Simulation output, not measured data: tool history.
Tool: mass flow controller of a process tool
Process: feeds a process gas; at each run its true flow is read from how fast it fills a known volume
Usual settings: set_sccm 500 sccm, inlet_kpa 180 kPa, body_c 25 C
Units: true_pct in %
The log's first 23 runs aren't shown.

run      day  set_sccm  inlet_kpa  body_c  true_pct
 24     75.5       500        180      25     98.86
 25   77.988       207        257      26     98.28
 26   82.258       210        208      32     98.33
 27   85.038       210        208      32     98.38
 28   89.025       251        161      23     98.15
 29   92.592       374        188      21     98.44
 30   95.612       374        188      21     98.57
 31   99.192       135        180      25     97.94
     102.883  -- gauge calibrated
 32  102.883       135        180      25     97.12
 33  106.392       135        180      25     97.16
 34  108.496       135        180      25      97.2
 35  111.929       135        180      25     97.37
 36   115.35       135        180      25     97.31
 37  117.825       135        180      25     97.36
 38  120.475       135        180      25      97.3
 39  123.438       265        237      20     97.61
 40  125.533       265        237      20     97.66
 41  128.088       265        237      20     97.59
 42  132.612       239        180      33     98.04
 43  137.021       239        180      33     98.15
 44  141.583       221        180      25     97.85
 45  143.538       265        183      25     97.89

3 ways to go on from here, each from the tool as it stands after run 45. What would each give?
  A  148.05       265        190      25         ?
  B  148.05       212        183      20         ?
  C  148.05       265        269      25         ?

run  true_pct
  A     97.94
  B     97.51
  C      98.1
Without the tool's hidden state the same runs would have given:
run  true_pct
  A      97.6
  B     97.17
  C     97.76

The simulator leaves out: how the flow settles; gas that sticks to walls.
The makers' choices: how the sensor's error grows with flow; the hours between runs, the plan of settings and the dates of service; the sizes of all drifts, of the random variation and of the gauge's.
